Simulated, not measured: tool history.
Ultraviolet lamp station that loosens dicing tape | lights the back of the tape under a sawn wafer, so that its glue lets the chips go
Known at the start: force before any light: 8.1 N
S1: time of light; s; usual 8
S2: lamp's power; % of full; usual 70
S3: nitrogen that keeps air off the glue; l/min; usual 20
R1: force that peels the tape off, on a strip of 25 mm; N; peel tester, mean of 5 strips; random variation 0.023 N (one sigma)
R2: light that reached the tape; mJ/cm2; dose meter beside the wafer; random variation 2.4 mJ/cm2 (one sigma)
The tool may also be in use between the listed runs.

| run | day | S1 | S2 | S3 | R1 | R2 |
|---|---|---|---|---|---|---|
| 1 | 0.000 | 8 | 70 | 20 | 1.557 | 229 |
| 2 | 0.683 | 8 | 73 | 20 | 1.448 | 235 |
| 3 | 1.204 | 8 | 73 | 20 | 1.503 | 240 |
| 4 | 1.658 | 8 | 73 | 34 | 1.109 | 232 |
| 5 | 2.388 | 8 | 70 | 20 | 1.585 | 228 |
| 6 | 2.962 | 8 | 70 | 20 | 1.709 | 223 |
| 7 | 3.550 | 8 | 70 | 20 | 1.687 | 219 |
| 8 | 3.958 | 8 | 70 | 20 | 1.680 | 221 |
|  | 4.025 | window cleaned of glue's vapour |
| 9 | 4.467 | 8 | 70 | 20 | 1.695 | 216 |
| 10 | 4.912 | 8 | 70 | 20 | 1.719 | 214 |
| 11 | 5.279 | 8 | 70 | 20 | 1.757 | 210 |
| 12 | 5.704 | 8 | 70 | 7 | 2.834 | 212 |
| 13 | 6.262 | 8 | 70 | 7 | 2.965 | 212 |
| 14 | 6.746 | 8 | 70 | 21 | 1.800 | 210 |
| 15 | 7.517 | 8 | 70 | 21 | 1.785 | 206 |
|  | 7.862 | window cleaned of glue's vapour, once more |
| 16 | 7.946 | 8 | 91 | 34 | 0.737 | 288 |
| 17 | 8.412 | 8 | 91 | 34 | 0.751 | 291 |
| 18 | 8.933 | 8 | 66 | 38 | 1.310 | 206 |
| 19 | 9.642 | 11 | 62 | 20 | 1.235 | 264 |
| 20 | 10.138 | 11 | 62 | 20 | 1.299 | 262 |
| 21 | 10.858 | 14 | 78 | 20 | 0.469 | 416 |
| 22 | 11.388 | 8 | 88 | 20 | 1.204 | 271 |
| 23 | 11.804 | 10 | 70 | 19 | 1.305 | 264 |
| 24 | 12.488 | 10 | 70 | 19 | 1.320 | 264 |
| 25 | 13.088 | 8 | 93 | 10 | 1.794 | 277 |
| 26 | 13.679 | 8 | 73 | 36 | 1.305 | 213 |
| 27 | 14.233 | 8 | 73 | 36 | 1.292 | 213 |
| 28 | 14.621 | 8 | 73 | 36 | 1.373 | 213 |
| 29 | 15.108 | 10 | 83 | 20 | 0.961 | 302 |

Forecast each of these 4 alternatives for the next run:
| A | 15.779 | 4 | 70 | 20 | ? | ? |
| B | 15.779 | 6 | 73 | 13 | ? | ? |
| C | 15.779 | 10 | 70 | 20 | ? | ? |
| D | 15.779 | 10 | 70 | 14 | ? | ? |

| run | R1 | R2 |
|---|---|---|
| A | 3.941 | 102 |
| B | 3.024 | 159 |
| C | 1.350 | 255 |
| D | 1.692 | 253 |
Without the tool's hidden state the same runs would have given:
| run | R1 | R2 |
|---|---|---|
| A | 2.986 | 141 |
| B | 2.100 | 220 |
| C | 0.725 | 353 |
| D | 0.957 | 350 |
